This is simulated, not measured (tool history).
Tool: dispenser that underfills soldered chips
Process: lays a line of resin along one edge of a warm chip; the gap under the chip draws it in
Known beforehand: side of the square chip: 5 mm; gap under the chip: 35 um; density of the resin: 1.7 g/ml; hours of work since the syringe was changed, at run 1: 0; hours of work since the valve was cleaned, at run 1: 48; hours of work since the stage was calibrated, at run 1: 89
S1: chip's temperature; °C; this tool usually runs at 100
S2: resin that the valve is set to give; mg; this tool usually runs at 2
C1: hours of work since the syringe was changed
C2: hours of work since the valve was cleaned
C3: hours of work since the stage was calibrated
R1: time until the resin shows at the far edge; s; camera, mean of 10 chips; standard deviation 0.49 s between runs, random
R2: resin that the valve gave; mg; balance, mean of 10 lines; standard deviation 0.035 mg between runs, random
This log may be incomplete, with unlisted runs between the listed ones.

run	day	S1	S2	C1	C2	C3	R1	R2
1	0	100	2	0	48	89	38.5	1.86
2	0.242	100	2	4	52	93	47.9	1.9
3	0.512	100	2	8	56	97	57.8	1.98
# day 0.65: new syringe of resin
4	0.975	100	2.12	5	62	103	49.3	1.99
# day 1.312: new syringe of resin
5	1.354	100	2.12	1	67	108	39.1	2.04
6	1.708	100	2	6	73	114	52.8	1.87
# day 1.954: new syringe of resin
7	1.975	100	2	0	76	117	39.8	1.93
8	2.346	100	2	6	82	123	51.8	1.96
# day 2.633: new syringe of resin
9	2.679	108	2.4	1	86	127	28.2	2.26
10	3.096	113	1.73	7	92	133	36.7	1.6
# day 3.283: new syringe of resin
11	3.429	113	1.73	2	97	138	29	1.56
12	3.829	95	2.43	8	103	144	68.9	2.22
# day 3.933: new syringe of resin
13	4.192	95	2.43	4	108	149	55.4	2.18
14	4.508	95	2.43	8	113	154	70.1	2.22

Forecast each of these 3 alternatives for the next run:
# day 4.592: new syringe of resin
A	4.854	111	1.74	4	117	158	?	?
# day 4.592: new syringe of resin
B	4.854	97	2.44	4	117	158	?	?
# day 4.592: new syringe of resin
C	4.854	107	2.43	4	117	158	?	?

run	R1	R2
A	33.3	1.54
B	50.9	2.2
C	35.4	2.25
Without the tool's hidden state the same runs would have given:
run	R1	R2
A	26.7	1.69
B	42.2	2.42
C	29.5	2.47
